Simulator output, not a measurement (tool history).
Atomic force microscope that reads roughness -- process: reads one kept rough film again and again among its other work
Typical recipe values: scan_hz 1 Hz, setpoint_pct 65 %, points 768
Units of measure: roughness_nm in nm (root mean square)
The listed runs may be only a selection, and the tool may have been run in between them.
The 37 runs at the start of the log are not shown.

run,day,scan_hz,setpoint_pct,points,pictures with this tip,hours of work since the height scale was calibrated,roughness_nm
38,85.617,1,72,907,192,219,2.167
# day 87.625: new tip fitted
39,88.538,1,72,907,51,273,2.141
40,91.062,0.63,68,907,194,320,2.191
# day 93.108: new tip fitted
41,94.354,0.63,64,438,70,381,2.179
42,96.808,1,60,323,209,427,2.189
# day 98.488: new tip fitted
43,98.967,2.59,70,768,27,467,2.126
44,102.088,3.33,64,768,203,525,2.099
# day 103.867: new tip fitted
45,104,1,74,451,8,561,2.126
46,105.446,2.31,74,434,89,588,2.084
47,108.167,0.62,56,503,243,638,2.197
# day 109.262: new tip fitted
48,110.629,0.62,56,503,77,684,2.193
49,113.925,0.62,56,503,263,746,2.164
# day 114.658: new tip fitted
50,116.833,0.62,56,503,123,799,2.167

Branching from run 50: 4 alternative next runs. What would each branch give?
A,118.796,2.69,82,444,234,836,?
B,118.796,3.05,65,309,234,836,?
C,118.796,3.05,61,266,234,836,?
D,118.796,0.67,56,663,234,836,?

run,roughness_nm
A,2.023
B,2.113
C,2.123
D,2.186
The same runs, with their run-to-run variation unchanged, on a tool lacking any hidden condition would have given:
run,roughness_nm
A,2.029
B,2.119
C,2.129
D,2.192
